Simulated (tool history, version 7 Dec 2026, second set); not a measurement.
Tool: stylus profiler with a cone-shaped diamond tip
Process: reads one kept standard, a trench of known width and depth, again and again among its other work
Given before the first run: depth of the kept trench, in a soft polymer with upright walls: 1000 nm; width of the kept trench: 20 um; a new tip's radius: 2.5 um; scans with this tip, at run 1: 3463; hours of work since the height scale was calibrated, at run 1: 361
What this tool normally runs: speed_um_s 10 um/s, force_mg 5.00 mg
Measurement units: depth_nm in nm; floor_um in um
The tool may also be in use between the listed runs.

run,hour,speed_um_s,force_mg,scans with this tip,hours of work since the height scale was calibrated,depth_nm,floor_um
1,0.0,10,5.00,3463,361,1024.50,15.98
2,41.3,10,5.00,3716,388,1024.83,15.97
3,103.2,10,5.00,4094,427,1024.72,15.99
4,161.5,10,5.00,4451,464,1024.33,15.93
5,236.6,10,5.00,4911,512,1024.89,15.92
6,304.5,10,5.00,5326,556,1024.55,15.98
7,379.0,10,5.00,5781,603,1024.54,15.91
8,423.0,10,5.00,6051,631,1024.24,15.91
9,483.1,10,5.00,6418,670,1024.76,15.97
10,534.4,10,5.00,6732,702,1024.64,15.97
11,578.2,6,5.00,7000,730,1024.15,15.99
12,647.1,6,5.00,7421,774,1024.20,15.91
13,685.0,6,5.00,7653,799,1024.79,15.95
14,750.1,6,5.00,8051,840,1024.61,15.90
15,785.0,22,5.00,8265,862,1024.89,15.91
16,828.9,9,5.00,8533,890,1025.14,15.91
17,889.7,9,5.00,8906,929,1024.42,15.94
18,937.7,9,5.00,9199,960,1024.44,15.95
19,1001.9,25,5.00,9592,1001,1025.02,15.87
20,1070.9,10,5.00,10014,1045,1024.87,15.93
21,1106.0,10,5.00,10228,1067,1024.51,15.95
22,1180.7,10,5.00,10686,1115,1024.63,15.93
23,1253.2,15,3.27,11129,1161,1018.31,15.92
24,1295.1,18,9.51,11386,1188,1037.84,15.88
25,1365.9,2,14.01,11818,1233,1048.71,15.94
26,1436.8,2,6.11,12252,1278,1027.93,15.93
27,1512.6,39,2.97,12716,1327,1017.89,15.79

Run 28, settings as shown, results not yet in. Your forecast:
28,1574.8,19,4.39,13096,1366,?,?

{"run 28": {"depth_nm": 1022.76, "floor_um": 15.88}}
Without the tool's hidden state the same run would have given depth_nm 1022.78 nm, floor_um 15.90 um.
